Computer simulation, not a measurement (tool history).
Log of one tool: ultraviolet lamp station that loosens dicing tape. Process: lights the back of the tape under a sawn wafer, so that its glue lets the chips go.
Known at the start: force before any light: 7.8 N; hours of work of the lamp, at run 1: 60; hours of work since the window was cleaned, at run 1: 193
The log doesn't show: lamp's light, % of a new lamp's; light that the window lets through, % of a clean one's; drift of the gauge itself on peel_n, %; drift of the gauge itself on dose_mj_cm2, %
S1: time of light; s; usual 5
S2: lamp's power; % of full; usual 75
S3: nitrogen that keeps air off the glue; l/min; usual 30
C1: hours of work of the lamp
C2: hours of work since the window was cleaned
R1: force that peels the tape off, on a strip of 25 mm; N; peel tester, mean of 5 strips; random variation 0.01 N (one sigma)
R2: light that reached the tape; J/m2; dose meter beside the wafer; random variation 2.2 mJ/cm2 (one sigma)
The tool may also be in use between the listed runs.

run 1 hour=0 | S1=5 S2=75 S3=30 | C1=60 C2=193 | R1=0.631 R2=1750
run 2 hour=8.2 | S1=3 S2=75 S3=30 | C1=64 C2=197 | R1=1.587 R2=980
-- hour=14.2 window cleaned of glue's vapour
run 3 hour=16.6 | S1=3 S2=75 S3=30 | C1=69 C2=1 | R1=1.397 R2=1160
run 4 hour=21.8 | S1=6 S2=75 S3=30 | C1=71 C2=4 | R1=0.317 R2=2310
run 5 hour=29.5 | S1=6 S2=75 S3=21 | C1=76 C2=8 | R1=0.402 R2=2300
run 6 hour=34.4 | S1=6 S2=75 S3=21 | C1=78 C2=11 | R1=0.395 R2=2270
run 7 hour=44.1 | S1=5 S2=75 S3=32 | C1=84 C2=16 | R1=0.494 R2=1880
run 8 hour=48.3 | S1=5 S2=75 S3=32 | C1=86 C2=19 | R1=0.481 R2=1860
run 9 hour=56.3 | S1=5 S2=75 S3=32 | C1=90 C2=23 | R1=0.496 R2=1900
run 10 hour=63.2 | S1=5 S2=75 S3=19 | C1=94 C2=27 | R1=0.687 R2=1860
run 11 hour=69.2 | S1=5 S2=75 S3=19 | C1=97 C2=30 | R1=0.684 R2=1880
run 12 hour=77.1 | S1=5 S2=75 S3=19 | C1=102 C2=34 | R1=0.654 R2=1860
run 13 hour=85.6 | S1=5 S2=75 S3=30 | C1=106 C2=39 | R1=0.521 R2=1880
run 14 hour=92.8 | S1=5 S2=75 S3=30 | C1=110 C2=43 | R1=0.546 R2=1880
run 15 hour=102.4 | S1=2 S2=75 S3=30 | C1=116 C2=48 | R1=2.513 R2=760
run 16 hour=106.5 | S1=2 S2=75 S3=30 | C1=118 C2=51 | R1=2.553 R2=760
run 17 hour=111.6 | S1=2 S2=75 S3=30 | C1=121 C2=53 | R1=2.493 R2=720
run 18 hour=117.6 | S1=2 S2=75 S3=30 | C1=124 C2=57 | R1=2.459 R2=720
run 19 hour=122.2 | S1=2 S2=75 S3=30 | C1=126 C2=59 | R1=2.536 R2=720
run 20 hour=130.5 | S1=8 S2=75 S3=30 | C1=131 C2=64 | R1=0.175 R2=2910
run 21 hour=135.6 | S1=5 S2=61 S3=11 | C1=134 C2=67 | R1=1.449 R2=1480
run 22 hour=140 | S1=5 S2=61 S3=26 | C1=136 C2=69 | R1=0.893 R2=1490
run 23 hour=145.2 | S1=8 S2=61 S3=27 | C1=139 C2=72 | R1=0.322 R2=2360
run 24 hour=150.8 | S1=8 S2=61 S3=27 | C1=142 C2=75 | R1=0.325 R2=2360
run 25 hour=154.9 | S1=8 S2=61 S3=27 | C1=144 C2=77 | R1=0.329 R2=2370
run 26 hour=160.9 | S1=8 S2=100 S3=36 | C1=148 C2=80 | R1=0.119 R2=3890
run 27 hour=167.4 | S1=7 S2=75 S3=30 | C1=151 C2=84 | R1=0.26 R2=2500
run 28 hour=175.5 | S1=5 S2=75 S3=15 | C1=156 C2=88 | R1=0.845 R2=1810
run 29 hour=179.8 | S1=5 S2=75 S3=15 | C1=158 C2=91 | R1=0.851 R2=1790
run 30 hour=188.9 | S1=5 S2=63 S3=24 | C1=163 C2=96 | R1=0.952 R2=1520
run 31 hour=194.1 | S1=6 S2=65 S3=28 | C1=166 C2=99 | R1=0.554 R2=1870
run 32 hour=202.9 | S1=5 S2=85 S3=30 | C1=171 C2=103 | R1=0.438 R2=2040
run 33 hour=212.7 | S1=8 S2=93 S3=16 | C1=176 C2=109 | R1=0.178 R2=3550
run 34 hour=221.3 | S1=2 S2=85 S3=30 | C1=181 C2=113 | R1=2.351 R2=800
run 35 hour=225.4 | S1=5 S2=82 S3=45 | C1=183 C2=116 | R1=0.409 R2=1910
run 36 hour=232.7 | S1=5 S2=82 S3=45 | C1=187 C2=120 | R1=0.391 R2=1910
run 37 hour=238.8 | S1=5 S2=82 S3=45 | C1=190 C2=123 | R1=0.398 R2=1910

Forecast each of these 3 alternatives for the next run:
run A hour=246.6 | S1=5 S2=75 S3=9 | C1=195 C2=127 | R1=? R2=?
run B hour=246.6 | S1=3 S2=90 S3=10 | C1=195 C2=127 | R1=? R2=?
run C hour=246.6 | S1=5 S2=65 S3=28 | C1=195 C2=127 | R1=? R2=?

run=A R1=1.198 R2=1780
run=B R1=1.932 R2=1280
run=C R1=0.852 R2=1470
Without the tool's hidden state the same runs would have given:
run=A R1=0.95 R2=2010
run=B R1=1.615 R2=1450
run=C R1=0.655 R2=1660
